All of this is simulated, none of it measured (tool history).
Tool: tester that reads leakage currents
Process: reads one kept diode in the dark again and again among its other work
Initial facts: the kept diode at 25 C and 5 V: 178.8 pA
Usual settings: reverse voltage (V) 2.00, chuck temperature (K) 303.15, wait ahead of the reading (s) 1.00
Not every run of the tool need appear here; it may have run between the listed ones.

run	day	reverse voltage (V)	chuck temperature (K)	wait ahead of the reading (s)	current that the tester gives (pA)
1	0.000	2.00	303.15	1.00	170.84
2	2.867	2.00	303.15	1.00	169.92
3	6.058	2.00	303.15	1.00	171.12
4	12.054	2.00	303.15	1.00	170.73
5	15.633	2.00	303.15	1.00	169.73
6	19.588	1.15	303.15	1.00	132.01
7	22.425	1.15	310.15	1.00	216.83
8	25.667	1.15	310.15	1.00	217.10
9	30.262	1.15	310.15	1.00	216.90
10	35.400	1.15	310.15	1.00	215.56
11	39.250	1.15	310.15	1.00	215.48
12	45.025	2.00	295.15	1.00	94.40
13	48.775	2.00	295.15	1.00	94.36
14	53.275	2.00	295.15	1.00	93.96
15	58.221	2.00	303.15	0.43	170.35
16	61.396	2.00	303.15	0.43	170.72
17	64.038	2.00	303.15	1.00	169.41
18	68.542	2.00	303.15	1.00	169.98
19	71.008	2.00	303.15	1.00	169.32
20	75.217	2.00	303.15	1.00	169.70
21	79.404	2.00	303.15	1.00	169.34
22	84.192	2.00	325.15	1.00	739.42
23	86.888	5.72	325.15	1.00	1195.11
24	91.158	2.00	303.15	0.74	168.88
25	96.771	2.00	303.15	0.74	169.15
26	100.221	4.29	305.15	0.74	275.37
27	105.829	4.29	305.15	0.82	276.12
28	110.896	2.00	303.15	2.38	168.37
29	115.975	12.05	303.15	2.38	384.98
# day 119.104: chuck's temperature calibrated
30	119.967	11.82	317.15	0.47	1036.34
31	123.525	11.82	331.15	0.74	2479.87
32	129.217	11.82	331.15	0.74	2483.19
33	132.504	2.00	299.15	0.94	130.69
34	138.183	4.12	299.15	1.00	181.63
35	143.300	7.23	299.15	2.02	236.50
36	149.071	7.23	299.15	7.91	233.68
37	152.479	2.00	303.15	2.78	173.27
38	157.083	2.00	303.15	2.78	173.51
39	161.388	1.31	301.15	2.78	123.42
40	165.108	2.69	296.15	4.08	118.42

Subtracting, for every run, the result it would have given without the tool's unlogged condition from the measured result gives the following. The same run-to-run variation enters both numbers; the gauge's scatter may not:
Hidden conditions of the tool in this case: stray current of the dirty probe card, pA a volt; current scale over the true one, %; true chuck temperature over the reading, C; drift of the gauge itself on leakage_pa, %.
run	current that the tester gives (pA)
1	-0.14
2	-0.21
3	-0.28
4	-0.40
5	-0.48
6	-0.53
7	-1.01
8	-1.09
9	-1.22
10	-1.34
11	-1.44
12	-0.44
13	-0.48
14	-0.55
15	-1.37
16	-1.44
17	-1.51
18	-1.61
19	-1.64
20	-1.73
21	-1.79
22	-7.80
23	-12.09
24	-2.03
25	-2.18
26	-3.19
27	-3.43
28	-2.56
29	-3.04
30	+21.38
31	+44.23
32	+42.99
33	+2.65
34	+4.12
35	+6.02
36	+5.83
37	+2.80
38	+2.70
39	+1.78
40	+2.25
